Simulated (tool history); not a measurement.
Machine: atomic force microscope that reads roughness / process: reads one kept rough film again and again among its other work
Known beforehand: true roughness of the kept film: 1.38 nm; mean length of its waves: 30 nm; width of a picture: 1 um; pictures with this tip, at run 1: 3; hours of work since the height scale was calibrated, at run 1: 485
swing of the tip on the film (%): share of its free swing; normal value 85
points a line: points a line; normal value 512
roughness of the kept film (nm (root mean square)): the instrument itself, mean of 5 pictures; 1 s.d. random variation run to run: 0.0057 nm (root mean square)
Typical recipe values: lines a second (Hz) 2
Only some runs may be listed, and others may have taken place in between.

| run | day | lines a second (Hz) | swing of the tip on the film (%) | points a line | pictures with this tip | hours of work since the height scale was calibrated | roughness of the kept film (nm (root mean square)) |
|---|---|---|---|---|---|---|---|
| 1 | 0 | 2 | 85 | 512 | 3 | 485 | 1.019 |
| 2 | 1.338 | 2 | 85 | 286 | 79 | 509 | 1.005 |
| 3 | 2.188 | 2 | 85 | 512 | 128 | 525 | 1.001 |
| 4 | 3.233 | 2 | 60 | 512 | 189 | 544 | 1.213 |
| 5 | 4.567 | 0.5 | 60 | 512 | 265 | 568 | 1.255 |
| 6 | 5.429 | 2 | 85 | 623 | 315 | 584 | 0.987 |
|  | 6.338 | new tip fitted |
| 7 | 6.762 | 2 | 83 | 512 | 25 | 608 | 1.038 |
| 8 | 7.729 | 2 | 83 | 512 | 80 | 625 | 1.024 |
| 9 | 8.675 | 2 | 83 | 512 | 134 | 643 | 1.012 |
| 10 | 9.671 | 2 | 83 | 588 | 192 | 661 | 1.021 |
| 11 | 10.721 | 2 | 83 | 588 | 252 | 680 | 1.014 |
| 12 | 11.783 | 3.48 | 85 | 512 | 313 | 699 | 0.843 |
|  | 12.721 | new tip fitted |
| 13 | 12.762 | 2 | 85 | 512 | 2 | 717 | 1.018 |
| 14 | 14.112 | 2 | 85 | 512 | 80 | 741 | 1.006 |
| 15 | 14.846 | 2 | 85 | 512 | 122 | 755 | 1.004 |
| 16 | 15.625 | 2 | 85 | 512 | 167 | 769 | 1.006 |
| 17 | 16.975 | 2 | 85 | 512 | 245 | 793 | 1 |
| 18 | 17.654 | 2 | 85 | 512 | 284 | 806 | 0.988 |
| 19 | 18.321 | 2 | 60 | 917 | 322 | 818 | 1.182 |
| 20 | 18.9 | 1.4 | 83 | 680 | 356 | 828 | 1.074 |
|  | 19.033 | new tip fitted |
| 21 | 20.229 | 0.67 | 83 | 946 | 69 | 852 | 1.201 |
| 22 | 21.004 | 0.67 | 83 | 946 | 113 | 866 | 1.185 |
| 23 | 22.188 | 2.43 | 83 | 468 | 182 | 888 | 0.972 |
| 24 | 23.333 | 0.82 | 78 | 302 | 248 | 909 | 1.171 |
| 25 | 24.579 | 0.82 | 78 | 302 | 319 | 931 | 1.161 |
|  | 25.379 | new tip fitted |
| 26 | 25.379 | 0.82 | 78 | 302 | 0 | 946 | 1.209 |
| 27 | 26.692 | 0.82 | 78 | 302 | 76 | 969 | 1.2 |
| 28 | 27.296 | 3.59 | 56 | 691 | 110 | 980 | 1.195 |
| 29 | 27.9 | 1.33 | 64 | 670 | 145 | 991 | 1.225 |
| 30 | 28.896 | 3.91 | 67 | 388 | 202 | 1009 | 1.061 |
| 31 | 29.475 | 0.56 | 67 | 568 | 236 | 1020 | 1.26 |
| 32 | 30.717 | 0.56 | 67 | 568 | 307 | 1043 | 1.243 |
| 33 | 31.371 | 1.36 | 67 | 737 | 345 | 1055 | 1.186 |
|  | 31.792 | new tip fitted |
| 34 | 32.283 | 1.36 | 67 | 737 | 28 | 1071 | 1.24 |
| 35 | 33.604 | 2 | 85 | 360 | 104 | 1095 | 0.987 |

What if the next run were any one of these 4? Each begins from the tool's condition after run 35:
| A | 34.817 | 2.33 | 64 | 725 | 174 | 1117 | ? |
| B | 34.817 | 1.29 | 74 | 306 | 174 | 1117 | ? |
| C | 34.817 | 2 | 77 | 430 | 174 | 1117 | ? |
| D | 34.817 | 1.42 | 85 | 523 | 174 | 1117 | ? |

| run | roughness of the kept film (nm (root mean square)) |
|---|---|
| A | 1.165 |
| B | 1.159 |
| C | 1.077 |
| D | 1.076 |
Take away the tool's hidden state, keep each run's random variation, and the runs would have read:
| run | roughness of the kept film (nm (root mean square)) |
|---|---|
| A | 1.199 |
| B | 1.193 |
| C | 1.109 |
| D | 1.108 |
